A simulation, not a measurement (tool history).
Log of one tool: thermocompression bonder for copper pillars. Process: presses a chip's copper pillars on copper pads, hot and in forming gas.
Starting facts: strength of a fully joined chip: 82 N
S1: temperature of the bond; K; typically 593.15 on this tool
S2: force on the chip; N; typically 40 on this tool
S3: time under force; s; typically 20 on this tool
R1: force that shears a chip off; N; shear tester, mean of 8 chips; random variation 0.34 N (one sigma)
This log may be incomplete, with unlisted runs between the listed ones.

{"run": 1, "hour": 0.0, "S1": 593.15, "S2": 40, "S3": 20, "R1": 55.4}
{"run": 2, "hour": 14.3, "S1": 593.15, "S2": 40, "S3": 20, "R1": 55.2}
{"run": 3, "hour": 25.6, "S1": 613.15, "S2": 40, "S3": 20, "R1": 61.2}
{"run": 4, "hour": 41.7, "S1": 577.15, "S2": 40, "S3": 20, "R1": 49.2}
{"run": 5, "hour": 57.8, "S1": 577.15, "S2": 40, "S3": 20, "R1": 49.6}
{"run": 6, "hour": 72.0, "S1": 593.15, "S2": 46, "S3": 20, "R1": 58.0}
{"run": 7, "hour": 89.1, "S1": 593.15, "S2": 46, "S3": 20, "R1": 58.2}
{"run": 8, "hour": 103.4, "S1": 593.15, "S2": 40, "S3": 20, "R1": 55.2}
{"run": 9, "hour": 113.5, "S1": 593.15, "S2": 33, "S3": 20, "R1": 50.2}
{"run": 10, "hour": 128.8, "S1": 593.15, "S2": 40, "S3": 20, "R1": 55.0}
{"run": 11, "hour": 142.7, "S1": 593.15, "S2": 40, "S3": 20, "R1": 55.0}
{"run": 12, "hour": 153.8, "S1": 593.15, "S2": 40, "S3": 20, "R1": 54.5}
{"run": 13, "hour": 171.6, "S1": 593.15, "S2": 40, "S3": 20, "R1": 54.4}
{"run": 14, "hour": 189.2, "S1": 593.15, "S2": 40, "S3": 20, "R1": 54.8}
{"run": 15, "hour": 200.0, "S1": 593.15, "S2": 40, "S3": 20, "R1": 55.0}
{"hour": 203.2, "done": "force cell calibrated"}
{"run": 16, "hour": 214.0, "S1": 593.15, "S2": 32, "S3": 32, "R1": 56.0}
{"run": 17, "hour": 233.8, "S1": 593.15, "S2": 29, "S3": 25, "R1": 50.7}
{"run": 18, "hour": 245.6, "S1": 577.15, "S2": 56, "S3": 12, "R1": 49.1}
{"hour": 263.8, "done": "force cell calibrated, once more"}
{"run": 19, "hour": 267.0, "S1": 577.15, "S2": 43, "S3": 51, "R1": 64.5}
{"run": 20, "hour": 286.1, "S1": 577.15, "S2": 43, "S3": 51, "R1": 65.1}
{"run": 21, "hour": 295.1, "S1": 597.15, "S2": 40, "S3": 15, "R1": 51.9}
{"run": 22, "hour": 309.0, "S1": 584.15, "S2": 40, "S3": 20, "R1": 51.5}
{"run": 23, "hour": 321.2, "S1": 593.15, "S2": 40, "S3": 12, "R1": 47.1}
{"run": 24, "hour": 332.7, "S1": 597.15, "S2": 24, "S3": 16, "R1": 41.2}
{"run": 25, "hour": 342.0, "S1": 593.15, "S2": 31, "S3": 20, "R1": 48.9}
{"run": 26, "hour": 353.9, "S1": 593.15, "S2": 24, "S3": 21, "R1": 43.6}
{"run": 27, "hour": 362.1, "S1": 593.15, "S2": 35, "S3": 10, "R1": 40.9}
{"run": 28, "hour": 378.2, "S1": 593.15, "S2": 35, "S3": 10, "R1": 41.3}

Alternative continuations, all from the tool just after run 28; predict every row:
{"run": "A", "hour": 394.9, "S1": 576.15, "S2": 26, "S3": 17, "R1": "?"}
{"run": "B", "hour": 394.9, "S1": 592.15, "S2": 55, "S3": 23, "R1": "?"}
{"run": "C", "hour": 394.9, "S1": 582.15, "S2": 44, "S3": 37, "R1": "?"}

run=A R1=36.4
run=B R1=63.6
run=C R1=62.7
What these runs would have given with no unlogged condition in the tool:
run=A R1=38.7
run=B R1=66.3
run=C R1=65.5
